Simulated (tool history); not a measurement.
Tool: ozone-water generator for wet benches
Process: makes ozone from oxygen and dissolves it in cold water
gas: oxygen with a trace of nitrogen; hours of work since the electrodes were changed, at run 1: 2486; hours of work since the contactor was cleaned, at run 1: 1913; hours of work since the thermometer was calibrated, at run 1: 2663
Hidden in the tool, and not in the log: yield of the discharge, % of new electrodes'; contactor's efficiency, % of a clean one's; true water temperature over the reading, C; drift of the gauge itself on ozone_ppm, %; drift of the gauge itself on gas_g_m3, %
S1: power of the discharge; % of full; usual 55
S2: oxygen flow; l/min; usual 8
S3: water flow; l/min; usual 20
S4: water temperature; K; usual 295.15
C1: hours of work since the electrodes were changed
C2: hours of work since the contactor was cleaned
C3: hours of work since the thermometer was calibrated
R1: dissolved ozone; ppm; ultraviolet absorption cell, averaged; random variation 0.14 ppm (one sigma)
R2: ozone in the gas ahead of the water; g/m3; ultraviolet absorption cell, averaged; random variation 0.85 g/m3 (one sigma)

run 1 hour=0 | S1=55 S2=8 S3=20 S4=295.15 | C1=2486 C2=1913 C3=2663 | R1=16.5 R2=136.8
run 2 hour=90.6 | S1=55 S2=12.72 S3=20 S4=295.15 | C1=2555 C2=1982 C3=2732 | R1=14.4 R2=103.1
run 3 hour=180.3 | S1=95 S2=8 S3=20 S4=295.15 | C1=2624 C2=2051 C3=2801 | R1=26.2 R2=217.5
run 4 hour=220.8 | S1=95 S2=8 S3=20 S4=295.15 | C1=2655 C2=2082 C3=2832 | R1=26 R2=217.2
-- hour=232.1 contactor cleaned
run 5 hour=301.9 | S1=95 S2=8 S3=20 S4=295.15 | C1=2714 C2=54 C3=2891 | R1=26.3 R2=217.5
run 6 hour=357.3 | S1=95 S2=8 S3=20 S4=295.15 | C1=2756 C2=96 C3=2933 | R1=26.3 R2=218.2
run 7 hour=412.6 | S1=95 S2=8 S3=20 S4=295.15 | C1=2799 C2=138 C3=2976 | R1=25.9 R2=218.1
run 8 hour=495.3 | S1=95 S2=8 S3=20 S4=295.15 | C1=2862 C2=202 C3=3039 | R1=26 R2=218.4
run 9 hour=574.5 | S1=55 S2=8 S3=20 S4=295.15 | C1=2923 C2=262 C3=3100 | R1=16.3 R2=137.2
run 10 hour=627.3 | S1=55 S2=8 S3=20 S4=295.15 | C1=2963 C2=303 C3=3140 | R1=16.5 R2=136.5
run 11 hour=716.2 | S1=55 S2=8 S3=20 S4=295.15 | C1=3031 C2=371 C3=3208 | R1=16.7 R2=134.7
run 12 hour=778.8 | S1=55 S2=8 S3=20 S4=295.15 | C1=3079 C2=419 C3=3257 | R1=16.1 R2=136
run 13 hour=853.7 | S1=55 S2=8 S3=20 S4=295.15 | C1=3137 C2=476 C3=3314 | R1=16.4 R2=136.8
run 14 hour=906.7 | S1=55 S2=8 S3=20 S4=295.15 | C1=3177 C2=517 C3=3354 | R1=16.4 R2=136.9
run 15 hour=958.3 | S1=55 S2=8 S3=20 S4=295.15 | C1=3217 C2=556 C3=3394 | R1=16.4 R2=137.9
run 16 hour=1009.2 | S1=55 S2=8 S3=20 S4=295.15 | C1=3256 C2=596 C3=3433 | R1=16.6 R2=135.5
run 17 hour=1097.8 | S1=55 S2=8 S3=20 S4=295.15 | C1=3324 C2=663 C3=3501 | R1=16.4 R2=136.4
run 18 hour=1174.8 | S1=55 S2=8 S3=20 S4=295.15 | C1=3383 C2=722 C3=3560 | R1=16.3 R2=136.8
run 19 hour=1257.5 | S1=84 S2=11.67 S3=20 S4=295.15 | C1=3446 C2=786 C3=3623 | R1=21.4 R2=154.7
run 20 hour=1330.6 | S1=43 S2=8.75 S3=20 S4=295.15 | C1=3502 C2=842 C3=3679 | R1=13 R2=102.8
run 21 hour=1401.8 | S1=43 S2=8.75 S3=20 S4=303.15 | C1=3557 C2=896 C3=3734 | R1=11.1 R2=104.5
run 22 hour=1466.1 | S1=60 S2=8.75 S3=20 S4=297.15 | C1=3606 C2=946 C3=3783 | R1=16.6 R2=139.6
run 23 hour=1547.4 | S1=42 S2=6.96 S3=19 S4=301.15 | C1=3668 C2=1008 C3=3846 | R1=12.3 R2=119.5
run 24 hour=1608.2 | S1=74 S2=6.96 S3=19 S4=297.15 | C1=3715 C2=1055 C3=3892 | R1=21.5 R2=189.8
run 25 hour=1689.3 | S1=74 S2=6.96 S3=19 S4=297.15 | C1=3777 C2=1117 C3=3954 | R1=21.3 R2=190.6
run 26 hour=1750.2 | S1=42 S2=4.09 S3=21 S4=296.15 | C1=3824 C2=1163 C3=4001 | R1=13.3 R2=162.8
run 27 hour=1839.4 | S1=94 S2=12.95 S3=21 S4=290.15 | C1=3892 C2=1232 C3=4069 | R1=24.4 R2=161.8

Forecast run 28:
run 28 hour=1922.3 | S1=94 S2=12.95 S3=21 S4=290.15 | C1=3956 C2=1295 C3=4133 | R1=? R2=?

R1: 24.9 ppm
R2: 160.5 g/m3
Without the tool's hidden state the same run would have given R1 25 ppm, R2 161 g/m3.
